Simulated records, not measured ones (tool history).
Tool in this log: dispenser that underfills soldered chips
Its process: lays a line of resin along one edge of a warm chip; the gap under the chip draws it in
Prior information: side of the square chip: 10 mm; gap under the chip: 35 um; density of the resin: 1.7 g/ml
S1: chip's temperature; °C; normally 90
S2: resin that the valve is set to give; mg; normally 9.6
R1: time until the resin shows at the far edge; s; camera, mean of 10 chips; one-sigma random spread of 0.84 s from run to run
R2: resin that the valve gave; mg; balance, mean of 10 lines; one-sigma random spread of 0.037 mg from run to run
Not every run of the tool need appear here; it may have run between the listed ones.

Run 1, hour 0: usual settings. Result: R1 136.1 s, R2 9.41 mg.
At hour 7.5: new syringe of resin.
Run 2, hour 12.1: usual settings. Result: R1 102.7 s, R2 9.38 mg.
At hour 26.2: dispensing valve cleaned and set on the balance.
At hour 27: new syringe of resin.
Run 3, hour 27: usual settings. Result: R1 82.5 s, R2 9.64 mg.
Run 4, hour 34.4: usual settings. Result: R1 113.5 s, R2 9.61 mg.
Run 5, hour 40.1: usual settings. Result: R1 147.1 s, R2 9.63 mg.
At hour 45.8: new syringe of resin.
Run 6, hour 47.3: usual settings. Result: R1 90.6 s, R2 9.55 mg.
Run 7, hour 60.9: usual settings. Result: R1 159.2 s, R2 9.53 mg.
At hour 64.7: new syringe of resin.
Run 8, hour 73.5: usual settings. Result: R1 121.4 s, R2 9.52 mg.
Run 9, hour 79.2: usual settings. Result: R1 156.4 s, R2 9.48 mg.
At hour 83.7: new syringe of resin.
Run 10, hour 93.7: usual settings. Result: R1 128.7 s, R2 9.42 mg.
Run 11, hour 99.6: usual settings but S2 11.77 mg. Result: R1 165.9 s, R2 11.54 mg.
At hour 101.4: dispensing valve cleaned and set on the balance.
At hour 104: new syringe of resin.
Run 12, hour 111: usual settings but S2 11.77 mg. Result: R1 113 s, R2 11.7 mg.
Run 13, hour 120.9: usual settings but S2 11.77 mg. Result: R1 169.8 s, R2 11.67 mg.
At hour 123.1: new syringe of resin.
Run 14, hour 127.2: usual settings but S2 11.77 mg. Result: R1 100.3 s, R2 11.66 mg.
Run 15, hour 135.6: usual settings but S2 8.37 mg. Result: R1 152.1 s, R2 8.19 mg.
At hour 142.3: new syringe of resin.
Run 16, hour 145.8: usual settings. Result: R1 101.5 s, R2 9.45 mg.
At hour 149.1: stage's temperature calibrated.
Run 17, hour 160.7: usual settings. Result: R1 162.9 s, R2 9.38 mg.
At hour 162.2: new syringe of resin.
Run 18, hour 172: usual settings but S2 11.02 mg. Result: R1 120.8 s, R2 10.61 mg.
At hour 177.9: dispensing valve cleaned and set on the balance.
At hour 181.9: new syringe of resin.
Run 19, hour 182.6: usual settings but S2 11.02 mg. Result: R1 81.3 s, R2 11.07 mg.
Run 20, hour 190.1: usual settings but S2 11.02 mg. Result: R1 111.2 s, R2 11.02 mg.
At hour 201.2: new syringe of resin.
Run 21, hour 201.9: usual settings but S2 11.02 mg. Result: R1 81.2 s, R2 10.94 mg.
Run 22, hour 209.6: usual settings but S2 11.02 mg. Result: R1 113.2 s, R2 10.89 mg.
Run 23, hour 219: usual settings but S2 11.02 mg. Result: R1 167.4 s, R2 10.91 mg.
At hour 220.4: new syringe of resin.
Run 24, hour 231: usual settings but S1 82 °C, S2 8.21 mg. Result: R1 185.4 s, R2 8.09 mg.
At hour 239.1: new syringe of resin.
Run 25, hour 239.9: usual settings but S1 82 °C, S2 11.31 mg. Result: R1 117.4 s, R2 11.11 mg.
Run 26, hour 247.4: usual settings but S1 86 °C, S2 8.45 mg. Result: R1 141.4 s, R2 8.23 mg.
At hour 253.8: dispensing valve cleaned and set on the balance.
Run 27, hour 256.2: usual settings but S1 92 °C, S2 10.41 mg. Result: R1 146.3 s, R2 10.38 mg.
At hour 259: new syringe of resin.
Run 28, hour 265.4: usual settings but S1 92 °C, S2 10.41 mg. Result: R1 98.3 s, R2 10.35 mg.
Run 29, hour 271.5: usual settings but S1 94 °C, S2 9.64 mg. Result: R1 115.2 s, R2 9.55 mg.
At hour 278.2: new syringe of resin.
Run 30, hour 281.1: usual settings but S1 96 °C, S2 8.42 mg. Result: R1 71.9 s, R2 8.35 mg.
Run 31, hour 292.1: usual settings but S1 96 °C, S2 8.42 mg. Result: R1 114.6 s, R2 8.29 mg.
At hour 297.2: new syringe of resin.
Run 32, hour 301.7: usual settings but S2 11.26 mg. Result: R1 97.3 s, R2 11.07 mg.
Run 33, hour 315.4: usual settings but S1 82 °C, S2 9.38 mg. Result: R1 250.4 s, R2 9.27 mg.
At hour 316.7: new syringe of resin.
At hour 329.8: dispensing valve cleaned and set on the balance.
Run 34, hour 330.7: usual settings but S1 84 °C, S2 9.3 mg. Result: R1 186.3 s, R2 9.25 mg.
At hour 336.8: new syringe of resin.
Run 35, hour 345.1: usual settings but S2 9.54 mg. Result: R1 115.4 s, R2 9.44 mg.
Run 36, hour 351.6: usual settings but S1 91 °C, S2 9.01 mg. Result: R1 148.2 s, R2 8.97 mg.

Here are 3 independent what-if runs from the current tool condition. What would each one return?
At hour 355.5: new syringe of resin.
Run A, hour 362.1: usual settings but S1 99 °C, S2 9.01 mg. Result: R1 ?, R2 ?.
At hour 355.5: new syringe of resin.
Run B, hour 362.1: usual settings but S1 88 °C, S2 11.32 mg. Result: R1 ?, R2 ?.
At hour 355.5: new syringe of resin.
Run C, hour 362.1: usual settings but S1 86 °C, S2 11.72 mg. Result: R1 ?, R2 ?.

run     R1     R2
  A   74.6   8.93
  B  118.8  11.13
  C  127.8  11.54
Stripped of hidden state, with their random variation kept, the same runs would have yielded:
run    R1     R2
  A  54.5   9.04
  B  86.6  11.28
  C    93  11.69
